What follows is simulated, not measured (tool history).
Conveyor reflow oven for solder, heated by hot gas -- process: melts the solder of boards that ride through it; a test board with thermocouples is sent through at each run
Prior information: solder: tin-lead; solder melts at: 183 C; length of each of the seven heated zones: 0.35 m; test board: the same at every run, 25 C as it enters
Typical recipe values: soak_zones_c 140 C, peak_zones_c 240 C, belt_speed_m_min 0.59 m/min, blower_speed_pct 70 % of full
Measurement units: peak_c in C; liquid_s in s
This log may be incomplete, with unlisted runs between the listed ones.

| run | hour | soak_zones_c | peak_zones_c | belt_speed_m_min | blower_speed_pct | peak_c | liquid_s |
|---|---|---|---|---|---|---|---|
| 1 | 0 | 140 | 240 | 0.59 | 70 | 221.3 | 56 |
| 2 | 13.7 | 140 | 240 | 0.59 | 70 | 221.3 | 56.3 |
| 3 | 22.3 | 140 | 231 | 0.59 | 70 | 212.9 | 50.9 |
| 4 | 33.6 | 140 | 231 | 0.59 | 72 | 214.1 | 51.4 |
| 5 | 41.2 | 140 | 231 | 0.59 | 72 | 212.8 | 50.6 |
| 6 | 51.4 | 140 | 231 | 0.59 | 72 | 214 | 51.1 |
| 7 | 58.6 | 140 | 231 | 0.59 | 72 | 212.6 | 51.1 |
| 8 | 64.6 | 140 | 231 | 0.59 | 72 | 213.5 | 50.5 |
| 9 | 72 | 140 | 231 | 0.59 | 72 | 213.5 | 51.1 |
| 10 | 78.7 | 140 | 231 | 0.59 | 72 | 214 | 51.2 |
| 11 | 92.4 | 140 | 231 | 0.59 | 72 | 213.1 | 50.8 |
| 12 | 100.6 | 140 | 231 | 0.59 | 72 | 213.2 | 50.6 |
| 13 | 109.7 | 140 | 231 | 0.59 | 72 | 212.9 | 50.4 |
| 14 | 120.9 | 140 | 240 | 0.59 | 59 | 217 | 53.1 |
| 15 | 127.2 | 140 | 240 | 0.618 | 88 | 223.3 | 55.2 |
| 16 | 137.6 | 148 | 233 | 0.618 | 65 | 212.6 | 50.7 |
| 17 | 153.2 | 153 | 233 | 0.597 | 65 | 214.4 | 56.7 |
| 18 | 163.6 | 153 | 233 | 0.597 | 65 | 214.7 | 56 |
| 19 | 174.1 | 153 | 233 | 0.597 | 65 | 215.5 | 56.8 |
| 20 | 185.8 | 153 | 238 | 0.597 | 52 | 216 | 55.8 |
| 21 | 196.1 | 129 | 249 | 0.471 | 70 | 233 | 75.4 |
| 22 | 203.8 | 140 | 232 | 0.59 | 73 | 213.8 | 50.9 |
| 23 | 219.8 | 140 | 232 | 0.509 | 73 | 217.6 | 64.8 |
| 24 | 228.4 | 140 | 232 | 0.509 | 73 | 217.9 | 64.9 |
| 25 | 240.5 | 140 | 232 | 0.509 | 63 | 217 | 63 |

Not shown: 2 entries that the log had between the listed runs. Between which runs, and how does the tool's hidden state differ before and after?
After run 16, before run 17: flux residue cleaned out of gas plates and filters (hour 143.2)
  heat that the gas passes to the board, % of a clean oven's: 97.1 -> 96.4; belt's true speed, % of the reading: 99.78 -> 99.77; true gas temperature in zones 6 and 7 over the reading, C: -2.08 -> -2.1
  difference, measured minus the result without the unlogged condition, peak_c: -2.4 -> -2.5 C; liquid_s: -1.8 -> -1.7 s
After run 22, before run 23: flux residue cleaned out of gas plates and filters, once more (hour 215.6)
  heat that the gas passes to the board, % of a clean oven's: 95.9 -> 99.4; belt's true speed, % of the reading: 99.74 -> 99.73; true gas temperature in zones 6 and 7 over the reading, C: -2.23 -> -2.27
  difference, measured minus the result without the unlogged condition, peak_c: -2.8 -> -2.1 C; liquid_s: -2.2 -> -1.3 s
